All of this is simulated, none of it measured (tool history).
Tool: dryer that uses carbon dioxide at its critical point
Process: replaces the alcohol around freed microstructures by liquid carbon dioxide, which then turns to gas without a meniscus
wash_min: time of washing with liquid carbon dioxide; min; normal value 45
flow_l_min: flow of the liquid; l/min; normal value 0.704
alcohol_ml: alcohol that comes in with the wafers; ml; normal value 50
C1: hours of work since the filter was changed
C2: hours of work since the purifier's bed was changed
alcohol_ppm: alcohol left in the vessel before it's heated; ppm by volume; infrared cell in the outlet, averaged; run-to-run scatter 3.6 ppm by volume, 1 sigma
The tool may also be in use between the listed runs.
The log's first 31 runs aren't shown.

{"run": 32, "day": 35.5, "wash_min": 45, "flow_l_min": 0.721, "alcohol_ml": 28, "C1": 522, "C2": 69, "alcohol_ppm": 21}
{"day": 36.708, "done": "inlet filter changed"}
{"run": 33, "day": 37.096, "wash_min": 45, "flow_l_min": 0.721, "alcohol_ml": 28, "C1": 6, "C2": 92, "alcohol_ppm": 20}
{"run": 34, "day": 38.658, "wash_min": 45, "flow_l_min": 0.721, "alcohol_ml": 28, "C1": 30, "C2": 116, "alcohol_ppm": 19}
{"run": 35, "day": 39.867, "wash_min": 45, "flow_l_min": 0.721, "alcohol_ml": 28, "C1": 48, "C2": 134, "alcohol_ppm": 19}
{"run": 36, "day": 41.096, "wash_min": 61, "flow_l_min": 0.645, "alcohol_ml": 95, "C1": 67, "C2": 153, "alcohol_ppm": 17}
{"run": 37, "day": 42.254, "wash_min": 61, "flow_l_min": 0.645, "alcohol_ml": 95, "C1": 84, "C2": 171, "alcohol_ppm": 20}
{"run": 38, "day": 43.946, "wash_min": 45, "flow_l_min": 0.574, "alcohol_ml": 50, "C1": 110, "C2": 196, "alcohol_ppm": 84}
{"run": 39, "day": 45.6, "wash_min": 54, "flow_l_min": 0.574, "alcohol_ml": 82, "C1": 135, "C2": 222, "alcohol_ppm": 62}
{"run": 40, "day": 46.775, "wash_min": 45, "flow_l_min": 0.59, "alcohol_ml": 50, "C1": 153, "C2": 239, "alcohol_ppm": 75}
{"run": 41, "day": 47.975, "wash_min": 45, "flow_l_min": 0.59, "alcohol_ml": 50, "C1": 171, "C2": 258, "alcohol_ppm": 83}
{"run": 42, "day": 49.55, "wash_min": 45, "flow_l_min": 0.59, "alcohol_ml": 50, "C1": 195, "C2": 281, "alcohol_ppm": 74}
{"run": 43, "day": 50.279, "wash_min": 45, "flow_l_min": 0.704, "alcohol_ml": 95, "C1": 206, "C2": 293, "alcohol_ppm": 60}
{"run": 44, "day": 51.679, "wash_min": 45, "flow_l_min": 0.704, "alcohol_ml": 95, "C1": 227, "C2": 314, "alcohol_ppm": 59}

Alternative continuations, all from the tool just after run 44; predict every row:
{"run": "A", "day": 53.346, "wash_min": 49, "flow_l_min": 1.143, "alcohol_ml": 84, "C1": 253, "C2": 339, "alcohol_ppm": "?"}
{"run": "B", "day": 53.346, "wash_min": 49, "flow_l_min": 1.164, "alcohol_ml": 36, "C1": 253, "C2": 339, "alcohol_ppm": "?"}
{"run": "C", "day": 53.346, "wash_min": 65, "flow_l_min": 0.489, "alcohol_ml": 95, "C1": 253, "C2": 339, "alcohol_ppm": "?"}
{"run": "D", "day": 53.346, "wash_min": 45, "flow_l_min": 0.704, "alcohol_ml": 84, "C1": 253, "C2": 339, "alcohol_ppm": "?"}
{"run": "E", "day": 53.346, "wash_min": 56, "flow_l_min": 1.019, "alcohol_ml": 109, "C1": 253, "C2": 339, "alcohol_ppm": "?"}

run=A alcohol_ppm=19
run=B alcohol_ppm=15
run=C alcohol_ppm=65
run=D alcohol_ppm=57
run=E alcohol_ppm=15
Without the tool's unlogged condition, the same runs would have read:
run=A alcohol_ppm=9
run=B alcohol_ppm=5
run=C alcohol_ppm=41
run=D alcohol_ppm=35
run=E alcohol_ppm=5
